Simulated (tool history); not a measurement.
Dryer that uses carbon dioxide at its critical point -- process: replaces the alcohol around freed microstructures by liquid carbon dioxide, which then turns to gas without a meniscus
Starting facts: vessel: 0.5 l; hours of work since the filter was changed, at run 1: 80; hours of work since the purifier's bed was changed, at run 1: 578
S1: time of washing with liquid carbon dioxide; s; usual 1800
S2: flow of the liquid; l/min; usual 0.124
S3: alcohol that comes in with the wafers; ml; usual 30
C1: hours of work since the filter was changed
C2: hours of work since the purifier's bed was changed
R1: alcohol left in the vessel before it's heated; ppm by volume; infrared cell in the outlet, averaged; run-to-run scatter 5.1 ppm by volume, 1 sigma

run    hour    S1     S2   S3   C1   C2    R1
  1     0.0  1800  0.124   30   80  578   204
  2    31.5  1800  0.124   78   99  597   326
  3    77.9  1800  0.149   30  128  626   168
  4   114.9  1800  0.149   30  151  649   172
  5   155.2  1800  0.149   30  176  674   186
  6   188.8  1920  0.124   30  196  694   231
  7   226.0  1920  0.124   30  219  717   241
      256.0  -- inlet filter changed
  8   256.0  1800  0.124   30    0  735   211
  9   298.9  1800  0.124   49   26  761   276
 10   325.4  1800  0.124  102   43  778   389
 11   360.5  1800  0.124  102   64  799   420
 12   396.9  2820  0.124  102   87  822   183
 13   428.2  2820  0.124  102  106  841   187
 14   473.4  2820  0.124  102  134  869   196
 15   507.7  2820  0.124  102  155  890   205
 16   534.5  2220  0.124   30  172  907   231
 17   564.2  1800  0.124   30  190  925   324
 18   598.5  1800  0.124   30  211  946   322
      621.2  -- purifier's bed changed
 19   633.0  1800  0.124   30  230    7   142
      643.4  -- inlet filter changed
 20   665.1  1800  0.124   30   13   26    78
 21   697.3  1800  0.115   30   33   46   121
 22   722.8  1800  0.115   30   49   62   135
 23   749.5  1800  0.115   30   65   78   148
 24   778.5  1800  0.115   30   83   96   158
 25   805.4  1800  0.115   30  100  113   164
 26   849.6  1800  0.115   30  127  140   193
 27   869.5  2400  0.115   69  139  152    87
 28   900.5  2400  0.115   69  158  171    94
 29   948.4  2400  0.115   69  188  201   120
 30   990.9  1800  0.085   89  214  227  2971
 31  1024.4  2580  0.166   54  235  248    59
     1029.6  -- inlet filter changed
 32  1072.2  2220  0.204   65   26  277    67
 33  1117.8  2220  0.204   65   54  305    76
 34  1145.2  2220  0.204   65   71  322    72
 35  1176.1  1140  0.124   31   90  341   999
 36  1200.1  1140  0.124   31  105  355  1041
 37  1245.3  1140  0.124   31  133  383  1080
 38  1287.8  2880  0.124   45  159  409   105
 39  1313.3  1080  0.104   51  175  425  4547
 40  1338.2  1800  0.124   55  190  440   314
 41  1384.9  1680  0.157   30  219  469   134
 42  1410.8  2640  0.080   41  235  485   412
     1413.9  -- inlet filter changed
 43  1439.4  1800  0.124   66   16  502   224
 44  1458.9  1800  0.124   66   28  514   233
 45  1487.5  1440  0.124   26   45  532   332
 46  1515.7  1440  0.124   26   63  549   350
 47  1538.7  1440  0.124   26   77  563   357

For each run, the measured value with the value that run would have given without the tool's hidden condition subtracted. The run-to-run variation is shared by both, the gauge scatter possibly not:
Hidden state at play: flow that reaches the vessel past the clogged filter, %; alcohol in the recycled carbon dioxide, ppm; drift of the gauge itself on alcohol_ppm, %.
run     R1
  1   +140
  2   +186
  3   +143
  4   +153
  5   +163
  6   +191
  7   +201
  8   +155
  9   +178
 10   +205
 11   +229
 12   +176
 13   +181
 14   +189
 15   +198
 16   +210
 17   +259
 18   +269
 19    +83
 20    +11
 21    +25
 22    +36
 23    +46
 24    +58
 25    +68
 26    +88
 27    +59
 28    +68
 29    +82
 30  +1369
 31    +53
 32    +58
 33    +63
 34    +65
 35   +275
 36   +313
 37   +377
 38    +90
 39  +1456
 40   +213
 41   +121
 42   +281
 43   +112
 44   +124
 45   +138
 46   +157
 47   +167

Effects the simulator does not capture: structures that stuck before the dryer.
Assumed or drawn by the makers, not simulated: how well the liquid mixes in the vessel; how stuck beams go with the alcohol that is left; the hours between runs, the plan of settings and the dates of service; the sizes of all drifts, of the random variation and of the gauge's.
